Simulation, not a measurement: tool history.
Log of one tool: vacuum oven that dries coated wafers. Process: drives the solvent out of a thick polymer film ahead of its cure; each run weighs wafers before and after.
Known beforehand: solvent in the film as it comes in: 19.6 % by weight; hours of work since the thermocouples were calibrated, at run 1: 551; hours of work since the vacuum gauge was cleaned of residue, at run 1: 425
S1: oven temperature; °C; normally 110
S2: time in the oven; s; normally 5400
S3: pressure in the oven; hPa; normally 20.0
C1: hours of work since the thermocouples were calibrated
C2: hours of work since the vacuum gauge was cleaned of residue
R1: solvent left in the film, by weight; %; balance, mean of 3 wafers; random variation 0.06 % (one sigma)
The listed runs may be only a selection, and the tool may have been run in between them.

run 1 hour=0.0 | S1=110 S2=5400 S3=20.0 | C1=551 C2=425 | R1=3.22
run 2 hour=34.9 | S1=110 S2=5400 S3=20.0 | C1=568 C2=442 | R1=3.39
run 3 hour=68.1 | S1=110 S2=5400 S3=20.0 | C1=584 C2=459 | R1=3.35
run 4 hour=103.1 | S1=110 S2=5400 S3=20.0 | C1=602 C2=476 | R1=3.20
run 5 hour=120.6 | S1=110 S2=5400 S3=20.0 | C1=610 C2=484 | R1=3.30
run 6 hour=156.3 | S1=110 S2=5400 S3=20.0 | C1=628 C2=502 | R1=3.32
run 7 hour=183.1 | S1=110 S2=5400 S3=20.0 | C1=641 C2=515 | R1=3.27
run 8 hour=201.3 | S1=110 S2=5400 S3=20.0 | C1=650 C2=524 | R1=3.35
run 9 hour=230.9 | S1=110 S2=5400 S3=20.0 | C1=664 C2=538 | R1=3.25
run 10 hour=247.8 | S1=110 S2=5400 S3=20.0 | C1=672 C2=547 | R1=3.18
run 11 hour=273.6 | S1=110 S2=5400 S3=20.0 | C1=685 C2=559 | R1=3.27
run 12 hour=308.0 | S1=110 S2=5400 S3=20.0 | C1=702 C2=576 | R1=3.19
run 13 hour=331.3 | S1=109 S2=3960 S3=13.6 | C1=713 C2=588 | R1=4.71
run 14 hour=361.4 | S1=117 S2=3960 S3=13.6 | C1=728 C2=602 | R1=2.54
run 15 hour=382.4 | S1=117 S2=3960 S3=13.6 | C1=738 C2=613 | R1=2.59
run 16 hour=419.2 | S1=97 S2=3960 S3=13.6 | C1=756 C2=631 | R1=8.64
run 17 hour=455.0 | S1=116 S2=3960 S3=18.4 | C1=774 C2=648 | R1=2.98
run 18 hour=473.8 | S1=123 S2=3960 S3=10.8 | C1=783 C2=657 | R1=1.43
run 19 hour=495.1 | S1=98 S2=4500 S3=39.1 | C1=794 C2=668 | R1=8.90
run 20 hour=526.1 | S1=108 S2=5400 S3=69.5 | C1=809 C2=683 | R1=6.38
run 21 hour=552.7 | S1=108 S2=5400 S3=69.5 | C1=822 C2=696 | R1=6.38
run 22 hour=577.9 | S1=109 S2=5520 S3=64.3 | C1=834 C2=708 | R1=5.52

Below are 4 alternative next runs, each starting from the tool's condition after run 22. Predict each:
run A hour=594.4 | S1=112 S2=3840 S3=13.0 | C1=842 C2=716 | R1=?
run B hour=594.4 | S1=110 S2=5400 S3=66.5 | C1=842 C2=716 | R1=?
run C hour=594.4 | S1=117 S2=5520 S3=17.0 | C1=842 C2=716 | R1=?
run D hour=594.4 | S1=123 S2=9060 S3=38.9 | C1=842 C2=716 | R1=?

run=A R1=3.83
run=B R1=5.59
run=C R1=1.59
run=D R1=1.41
The same runs, with their run-to-run variation unchanged, on a tool lacking any hidden condition would have given:
run=A R1=3.81
run=B R1=5.57
run=C R1=1.58
run=D R1=1.41
